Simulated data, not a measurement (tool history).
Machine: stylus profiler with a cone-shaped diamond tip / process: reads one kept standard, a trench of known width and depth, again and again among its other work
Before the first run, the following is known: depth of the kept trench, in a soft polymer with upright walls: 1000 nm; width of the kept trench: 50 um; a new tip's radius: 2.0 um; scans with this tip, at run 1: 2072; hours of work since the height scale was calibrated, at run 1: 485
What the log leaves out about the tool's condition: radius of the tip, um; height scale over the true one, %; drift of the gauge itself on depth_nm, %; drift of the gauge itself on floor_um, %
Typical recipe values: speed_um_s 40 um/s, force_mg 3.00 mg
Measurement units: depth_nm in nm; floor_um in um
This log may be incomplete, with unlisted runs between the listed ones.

run	hour	speed_um_s	force_mg	scans with this tip	hours of work since the height scale was calibrated	depth_nm	floor_um
1	0.0	40	3.00	2072	485	1018.53	45.76
2	31.1	40	3.00	2140	501	1018.77	45.75
3	62.1	152	3.00	2209	517	1018.64	45.14
4	80.4	152	3.00	2249	527	1018.52	45.10
5	112.9	152	3.00	2321	544	1018.36	45.06
6	142.8	38	3.00	2387	559	1018.75	45.73
7	163.2	38	3.00	2432	570	1018.82	45.73
8	196.2	38	3.00	2505	587	1018.59	45.66
9	221.7	38	3.00	2561	600	1018.83	45.69
10	255.4	86	3.00	2636	617	1018.94	45.38
11	269.8	40	3.00	2667	625	1018.74	45.65
12	297.2	40	3.00	2728	639	1018.45	45.68
13	312.4	40	1.48	2761	647	1012.25	45.52
14	331.4	51	1.48	2803	657	1012.02	45.39
15	363.2	40	3.00	2873	673	1019.02	45.60
16	377.4	40	3.00	2905	680	1018.73	45.60
17	400.3	40	3.00	2955	692	1018.79	45.64
18	425.4	40	3.00	3011	705	1019.21	45.58
19	441.2	40	7.14	3046	713	1032.51	45.65
20	462.0	40	7.14	3092	724	1032.51	45.66
21	485.5	40	7.14	3143	736	1032.74	45.63
22	518.0	27	7.14	3215	753	1032.69	45.63
23	547.5	14	1.37	3280	768	1011.94	45.57
24	572.1	136	1.85	3335	781	1014.31	44.77
25	604.4	13	3.38	3406	798	1020.57	45.61
26	629.3	68	5.35	3461	810	1027.29	45.45
27	643.9	68	5.35	3493	818	1026.89	45.40
28	661.3	40	5.06	3531	827	1026.26	45.54
29	682.6	15	1.73	3578	838	1013.65	45.57
30	710.3	45	3.00	3640	852	1018.74	45.42
31	738.7	53	2.61	3702	867	1017.71	45.35
32	761.3	73	1.26	3752	879	1011.61	44.97
33	780.4	73	1.26	3794	889	1011.58	45.03
34	810.8	73	1.26	3861	904	1011.68	44.93
35	845.3	18	1.45	3937	922	1012.75	45.43
36	876.8	18	7.01	4007	938	1032.57	45.44
37	910.3	54	8.72	4081	956	1037.32	45.37
38	942.9	16	8.72	4153	973	1037.31	45.56
39	962.7	52	2.31	4197	983	1016.66	45.19
40	983.7	52	2.31	4243	994	1016.63	45.21
41	1008.6	11	4.20	4298	1007	1024.07	45.46
42	1024.7	55	2.39	4334	1015	1017.05	45.18
43	1045.8	55	2.39	4380	1026	1016.78	45.18

Below are 5 alternative next runs, each starting from the tool's condition after run 43. Predict each:
A	1068.7	60	2.39	4431	1038	?	?
B	1068.7	51	4.40	4431	1038	?	?
C	1068.7	27	3.00	4431	1038	?	?
D	1068.7	55	1.20	4431	1038	?	?
E	1068.7	72	1.12	4431	1038	?	?

run	depth_nm	floor_um
A	1017.63	45.10
B	1024.51	45.22
C	1019.64	45.34
D	1011.60	44.97
E	1011.22	44.82
Take away the tool's hidden state, keep each run's random variation, and the runs would have read:
run	depth_nm	floor_um
A	1015.24	46.15
B	1022.11	46.27
C	1017.25	46.38
D	1009.23	46.01
E	1008.85	45.86
